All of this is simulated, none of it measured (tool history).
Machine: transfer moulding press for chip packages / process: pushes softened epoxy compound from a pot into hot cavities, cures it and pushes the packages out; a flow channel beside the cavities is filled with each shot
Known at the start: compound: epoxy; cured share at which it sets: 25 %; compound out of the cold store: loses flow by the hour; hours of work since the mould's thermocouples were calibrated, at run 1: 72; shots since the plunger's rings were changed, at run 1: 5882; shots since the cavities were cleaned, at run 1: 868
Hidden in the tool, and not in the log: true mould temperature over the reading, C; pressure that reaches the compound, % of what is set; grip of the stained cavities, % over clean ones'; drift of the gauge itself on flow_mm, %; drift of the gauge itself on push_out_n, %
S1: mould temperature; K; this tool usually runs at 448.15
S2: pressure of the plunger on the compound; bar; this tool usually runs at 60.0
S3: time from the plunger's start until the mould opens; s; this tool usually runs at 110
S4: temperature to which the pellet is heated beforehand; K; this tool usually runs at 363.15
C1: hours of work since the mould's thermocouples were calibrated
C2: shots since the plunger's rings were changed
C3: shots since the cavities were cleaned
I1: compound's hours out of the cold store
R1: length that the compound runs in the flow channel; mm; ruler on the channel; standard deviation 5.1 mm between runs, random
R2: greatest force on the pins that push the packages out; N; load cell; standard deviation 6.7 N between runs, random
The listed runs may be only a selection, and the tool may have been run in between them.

| run | hour | S1 | S2 | S3 | S4 | C1 | C2 | C3 | I1 | R1 | R2 |
|---|---|---|---|---|---|---|---|---|---|---|---|
| 1 | 0.0 | 448.15 | 60.0 | 110 | 363.15 | 72 | 5882 | 868 | 45.7 | 468 | 442 |
|  | 8.7 | cavities cleaned with cleaning compound and waxed |
| 2 | 12.0 | 448.15 | 60.0 | 110 | 363.15 | 77 | 5975 | 29 | 17.1 | 522 | 279 |
| 3 | 33.9 | 448.15 | 69.2 | 110 | 363.15 | 88 | 6170 | 224 | 19.2 | 545 | 346 |
| 4 | 56.1 | 448.15 | 69.2 | 110 | 363.15 | 99 | 6367 | 421 | 47.5 | 493 | 382 |
|  | 78.7 | plunger's sealing rings changed |
| 5 | 78.7 | 448.15 | 72.2 | 110 | 363.15 | 109 | 0 | 599 | 43.8 | 567 | 410 |
| 6 | 102.7 | 448.15 | 72.2 | 110 | 363.15 | 121 | 212 | 811 | 45.7 | 559 | 425 |
|  | 116.8 | cavities cleaned with cleaning compound and waxed |
| 7 | 129.2 | 448.15 | 72.2 | 110 | 363.15 | 133 | 433 | 109 | 13.0 | 642 | 319 |
| 8 | 152.7 | 448.15 | 72.2 | 110 | 363.15 | 145 | 641 | 317 | 28.3 | 595 | 367 |
| 9 | 176.4 | 448.15 | 72.2 | 110 | 363.15 | 157 | 852 | 528 | 41.4 | 566 | 398 |
| 10 | 192.3 | 448.15 | 72.2 | 110 | 363.15 | 165 | 993 | 669 | 40.0 | 568 | 410 |
| 11 | 211.9 | 448.15 | 60.0 | 100 | 363.15 | 174 | 1166 | 842 | 15.1 | 564 | 503 |
|  | 222.5 | cavities cleaned with cleaning compound and waxed |
| 12 | 228.1 | 448.15 | 60.0 | 100 | 363.15 | 182 | 1297 | 50 | 19.6 | 546 | 327 |
| 13 | 253.0 | 448.15 | 60.0 | 110 | 357.15 | 194 | 1518 | 271 | 36.0 | 518 | 348 |
| 14 | 276.6 | 443.15 | 60.0 | 92 | 363.15 | 206 | 1726 | 479 | 18.3 | 564 | 768 |
| 15 | 299.0 | 443.15 | 60.0 | 124 | 363.15 | 217 | 1925 | 678 | 21.4 | 550 | 471 |
| 16 | 320.1 | 448.15 | 60.0 | 118 | 360.15 | 227 | 2112 | 865 | 33.5 | 511 | 423 |
|  | 327.8 | cavities cleaned with cleaning compound and waxed |
| 17 | 345.1 | 448.15 | 60.0 | 118 | 360.15 | 239 | 2320 | 153 | 12.4 | 576 | 309 |
| 18 | 365.9 | 448.15 | 60.0 | 94 | 363.15 | 249 | 2504 | 337 | 47.8 | 484 | 456 |
| 19 | 389.8 | 448.15 | 60.5 | 94 | 366.15 | 261 | 2716 | 549 | 23.4 | 522 | 536 |

Forecast each of these 5 alternatives for the next run:
| A | 409.4 | 448.15 | 52.5 | 120 | 361.15 | 271 | 2890 | 723 | 25.1 | ? | ? |
| B | 409.4 | 448.15 | 66.5 | 94 | 366.15 | 271 | 2890 | 723 | 35.9 | ? | ? |
| C | 409.4 | 450.15 | 60.5 | 94 | 366.15 | 271 | 2890 | 723 | 44.0 | ? | ? |
| D | 409.4 | 446.15 | 60.0 | 110 | 363.15 | 271 | 2890 | 723 | 42.6 | ? | ? |
| E | 409.4 | 448.15 | 60.0 | 110 | 370.15 | 271 | 2890 | 723 | 26.7 | ? | ? |

| run | R1 | R2 |
|---|---|---|
| A | 493 | 396 |
| B | 534 | 516 |
| C | 490 | 463 |
| D | 499 | 463 |
| E | 535 | 420 |
Take away the tool's hidden state, keep each run's random variation, and the runs would have read:
| run | R1 | R2 |
|---|---|---|
| A | 520 | 248 |
| B | 562 | 336 |
| C | 517 | 298 |
| D | 526 | 298 |
| E | 564 | 266 |
